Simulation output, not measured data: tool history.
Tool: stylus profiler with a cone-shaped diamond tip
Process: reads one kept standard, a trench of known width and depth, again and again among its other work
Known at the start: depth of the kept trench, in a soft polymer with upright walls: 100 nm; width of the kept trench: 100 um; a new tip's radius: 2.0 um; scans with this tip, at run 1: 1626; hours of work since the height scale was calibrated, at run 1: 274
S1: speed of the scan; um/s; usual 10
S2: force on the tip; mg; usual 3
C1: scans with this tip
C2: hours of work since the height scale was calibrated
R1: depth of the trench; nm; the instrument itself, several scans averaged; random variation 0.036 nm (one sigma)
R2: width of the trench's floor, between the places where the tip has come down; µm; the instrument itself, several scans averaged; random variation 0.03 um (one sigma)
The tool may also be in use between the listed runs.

| run | hour | S1 | S2 | C1 | C2 | R1 | R2 |
|---|---|---|---|---|---|---|---|
| 1 | 0 | 10 | 3 | 1626 | 274 | 101.41 | 98.62 |
| 2 | 48.9 | 10 | 5.14 | 1795 | 302 | 102.03 | 98.64 |
| 3 | 74.8 | 10 | 5.14 | 1884 | 317 | 102.07 | 98.63 |
| 4 | 135.2 | 10 | 5.14 | 2093 | 352 | 102.02 | 98.66 |
| 5 | 166.1 | 10 | 5.14 | 2200 | 370 | 101.99 | 98.62 |
| 6 | 198.2 | 10 | 5.14 | 2311 | 389 | 101.99 | 98.53 |
| 7 | 250.8 | 10 | 5.14 | 2492 | 419 | 101.98 | 98.55 |
| 8 | 279.8 | 10 | 5.14 | 2592 | 436 | 101.99 | 98.65 |
| 9 | 330.6 | 10 | 5.14 | 2767 | 466 | 101.98 | 98.57 |
| 10 | 365.9 | 10 | 4.31 | 2889 | 486 | 101.75 | 98.55 |
| 11 | 392.9 | 10 | 3 | 2983 | 502 | 101.31 | 98.61 |
| 12 | 438.2 | 10 | 3 | 3139 | 528 | 101.31 | 98.56 |
| 13 | 481.9 | 10 | 3 | 3290 | 554 | 101.29 | 98.55 |
| 14 | 531.6 | 10 | 3 | 3461 | 582 | 101.31 | 98.5 |
| 15 | 567.3 | 10 | 3 | 3585 | 603 | 101.31 | 98.51 |
| 16 | 595.6 | 10 | 3 | 3682 | 620 | 101.29 | 98.54 |
| 17 | 649.4 | 10 | 3 | 3868 | 651 | 101.31 | 98.51 |
| 18 | 697.7 | 10 | 2.47 | 4035 | 679 | 101.12 | 98.52 |
| 19 | 734.4 | 10 | 2.47 | 4161 | 700 | 101.13 | 98.5 |
| 20 | 782.3 | 10 | 1 | 4327 | 728 | 100.54 | 98.48 |
| 21 | 840.4 | 6 | 3 | 4527 | 762 | 101.24 | 98.47 |
| 22 | 894 | 6 | 3 | 4712 | 793 | 101.22 | 98.53 |
|  | 899.9 | height scale calibrated on a step standard |
| 23 | 932.9 | 6 | 3 | 4845 | 19 | 101.23 | 98.56 |
| 24 | 980.1 | 6 | 3 | 5008 | 47 | 101.1 | 98.52 |
|  | 1015.3 | height scale calibrated on a step standard, once more |
| 25 | 1035.2 | 6 | 3 | 5196 | 12 | 101.56 | 98.49 |
| 26 | 1094 | 6 | 7.92 | 5399 | 46 | 102.8 | 98.45 |
| 27 | 1139.6 | 6 | 6.81 | 5557 | 72 | 102.55 | 98.51 |
| 28 | 1167.7 | 6 | 6.81 | 5654 | 88 | 102.61 | 98.44 |
| 29 | 1217.7 | 6 | 6.81 | 5826 | 118 | 102.56 | 98.43 |
| 30 | 1277.7 | 6 | 6.81 | 6033 | 152 | 102.54 | 98.49 |
| 31 | 1336.8 | 6 | 6.81 | 6237 | 187 | 102.59 | 98.45 |
| 32 | 1369 | 6 | 6.81 | 6348 | 205 | 102.48 | 98.5 |
| 33 | 1423.4 | 6 | 6.81 | 6536 | 237 | 102.53 | 98.45 |
| 34 | 1455 | 20 | 2.24 | 6645 | 255 | 101.19 | 98.37 |
| 35 | 1489.1 | 20 | 2.24 | 6763 | 275 | 101.18 | 98.32 |
| 36 | 1547.2 | 20 | 2.24 | 6963 | 309 | 101.18 | 98.35 |
| 37 | 1584.6 | 20 | 2.24 | 7093 | 331 | 101.19 | 98.34 |
| 38 | 1643.4 | 20 | 2.24 | 7296 | 365 | 101.22 | 98.37 |
| 39 | 1701.2 | 3 | 6.49 | 7495 | 398 | 102.38 | 98.47 |
| 40 | 1734.1 | 3 | 6.49 | 7609 | 418 | 102.38 | 98.45 |
| 41 | 1761.2 | 3 | 6.49 | 7702 | 433 | 102.42 | 98.43 |
| 42 | 1808 | 3 | 6.49 | 7864 | 460 | 102.39 | 98.41 |
| 43 | 1864.5 | 3 | 6.49 | 8059 | 493 | 102.32 | 98.43 |
| 44 | 1925.9 | 13 | 3 | 8271 | 529 | 101.36 | 98.33 |
| 45 | 1954.8 | 13 | 3 | 8370 | 546 | 101.3 | 98.38 |
| 46 | 2011 | 26 | 7.48 | 8564 | 578 | 102.6 | 98.3 |
| 47 | 2070.8 | 10 | 2.86 | 8771 | 613 | 101.32 | 98.33 |

Hidden state or all else? Some run-to-run changes of R1, split into what the settings, what came in and random variation would give without the hidden state, and what is left for the hidden state (with any gauge scatter that isn't in both results):
The hidden state here: radius of the tip, um; height scale over the true one, %; drift of the gauge itself on depth_nm, %; drift of the gauge itself on floor_um, %.
Run 13 -> 14: no setting changed, nothing entered. R1 +0.02 nm: hidden state -0.02, all else +0.04.
Run 22 -> 23: height scale calibrated on a step standard. R1 +0.01 nm: hidden state -0.06, all else +0.07.
Run 24 -> 25: height scale calibrated on a step standard, once more. R1 +0.46 nm: hidden state +0.35, all else +0.11.
Run 33 -> 34: S1 6 -> 20, S2 6.81 -> 2.24. R1 -1.34 nm: hidden state -0.01, all else -1.33.
Run 45 -> 46: S1 13 -> 26, S2 3 -> 7.48. R1 +1.3 nm: hidden state -0.01, all else +1.31.
Run 46 -> 47: S1 26 -> 10, S2 7.48 -> 2.86. R1 -1.28 nm: hidden state +0, all else -1.28.

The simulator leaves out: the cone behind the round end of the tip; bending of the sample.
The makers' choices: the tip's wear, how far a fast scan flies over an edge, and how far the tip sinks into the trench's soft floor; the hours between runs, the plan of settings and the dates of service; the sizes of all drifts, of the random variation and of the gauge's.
